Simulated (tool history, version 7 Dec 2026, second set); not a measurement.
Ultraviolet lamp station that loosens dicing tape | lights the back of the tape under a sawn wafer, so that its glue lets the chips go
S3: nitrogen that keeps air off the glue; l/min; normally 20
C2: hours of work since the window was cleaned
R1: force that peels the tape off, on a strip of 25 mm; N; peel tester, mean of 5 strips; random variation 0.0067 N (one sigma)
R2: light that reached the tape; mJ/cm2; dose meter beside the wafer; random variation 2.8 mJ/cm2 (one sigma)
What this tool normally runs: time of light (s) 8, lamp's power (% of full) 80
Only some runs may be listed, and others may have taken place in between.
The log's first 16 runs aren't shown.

Run 17, hour 433.9: usual settings; hours of work of the lamp 934; C2 555. Result: R1 0.428 N, R2 276 mJ/cm2.
At hour 439.2: window cleaned of glue's vapour.
Run 18, hour 463.7: usual settings; hours of work of the lamp 953; C2 16. Result: R1 0.373 N, R2 292 mJ/cm2.
Run 19, hour 498.8: usual settings but time of light (s) 12, lamp's power (% of full) 88; hours of work of the lamp 975; C2 38. Result: R1 0.18 N, R2 486 mJ/cm2.
Run 20, hour 519.1: usual settings but time of light (s) 11, lamp's power (% of full) 96, S3 11 l/min; hours of work of the lamp 988; C2 51. Result: R1 0.249 N, R2 480 mJ/cm2.
Run 21, hour 538: usual settings but time of light (s) 6, lamp's power (% of full) 100, S3 11 l/min; hours of work of the lamp 1001; C2 63. Result: R1 0.681 N, R2 271 mJ/cm2.
Run 22, hour 566: usual settings but time of light (s) 7, lamp's power (% of full) 83; hours of work of the lamp 1019; C2 81. Result: R1 0.458 N, R2 262 mJ/cm2.
Run 23, hour 600.9: usual settings but time of light (s) 7, lamp's power (% of full) 83; hours of work of the lamp 1041; C2 104. Result: R1 0.479 N, R2 260 mJ/cm2.
Run 24, hour 622.3: usual settings but time of light (s) 5, S3 16 l/min; hours of work of the lamp 1055; C2 118. Result: R1 1.103 N, R2 177 mJ/cm2.
Run 25, hour 637.7: usual settings but lamp's power (% of full) 67, S3 7 l/min; hours of work of the lamp 1065; C2 127. Result: R1 1.192 N, R2 235 mJ/cm2.
Run 26, hour 664.3: usual settings but lamp's power (% of full) 67, S3 7 l/min; hours of work of the lamp 1082; C2 145. Result: R1 1.187 N, R2 235 mJ/cm2.
Run 27, hour 694.9: usual settings but time of light (s) 9, lamp's power (% of full) 95, S3 8 l/min; hours of work of the lamp 1101; C2 164. Result: R1 0.471 N, R2 371 mJ/cm2.
Run 28, hour 715: usual settings but lamp's power (% of full) 78; hours of work of the lamp 1114; C2 177. Result: R1 0.443 N, R2 272 mJ/cm2.
Run 29, hour 745.3: usual settings but time of light (s) 13, lamp's power (% of full) 78, S3 19 l/min; hours of work of the lamp 1134; C2 197. Result: R1 0.205 N, R2 434 mJ/cm2.
Run 30, hour 763: usual settings but time of light (s) 6, lamp's power (% of full) 88, S3 14 l/min; hours of work of the lamp 1145; C2 208. Result: R1 0.828 N, R2 225 mJ/cm2.
Run 31, hour 787.7: usual settings but time of light (s) 4, lamp's power (% of full) 72, S3 8 l/min; hours of work of the lamp 1161; C2 224. Result: R1 2.419 N, R2 120 mJ/cm2.
Run 32, hour 813.3: usual settings but time of light (s) 6, lamp's power (% of full) 72, S3 26 l/min; hours of work of the lamp 1177; C2 240. Result: R1 0.781 N, R2 184 mJ/cm2.
Run 33, hour 842.6: usual settings but time of light (s) 6, lamp's power (% of full) 72, S3 26 l/min; hours of work of the lamp 1196; C2 259. Result: R1 0.832 N, R2 178 mJ/cm2.
Run 34, hour 866.1: usual settings but time of light (s) 6, lamp's power (% of full) 72, S3 26 l/min; hours of work of the lamp 1211; C2 274. Result: R1 0.828 N, R2 177 mJ/cm2.

Consider 5 possible next runs. They are alternatives, not a sequence: every one starts from the tool as it was left by run 34. What does each give?
Run A, hour 889.9: usual settings but lamp's power (% of full) 87, S3 26 l/min; hours of work of the lamp 1227; C2 289. Result: R1 ?, R2 ?.
Run B, hour 889.9: usual settings but time of light (s) 5, S3 16 l/min; hours of work of the lamp 1227; C2 289. Result: R1 ?, R2 ?.
Run C, hour 889.9: usual settings but lamp's power (% of full) 83, S3 8 l/min; hours of work of the lamp 1227; C2 289. Result: R1 ?, R2 ?.
Run D, hour 889.9: usual settings but time of light (s) 5, lamp's power (% of full) 96; hours of work of the lamp 1227; C2 289. Result: R1 ?, R2 ?.
Run E, hour 889.9: usual settings but time of light (s) 6, lamp's power (% of full) 77, S3 21 l/min; hours of work of the lamp 1227; C2 289. Result: R1 ?, R2 ?.

run     R1   R2
  A  0.347  284
  B  1.282  165
  C  0.901  268
  D  0.837  200
  E  0.855  192
Without the tool's hidden state the same runs would have given:
run     R1   R2
  A  0.188  436
  B  0.613  253
  C  0.402  413
  D  0.369  306
  E  0.376  294
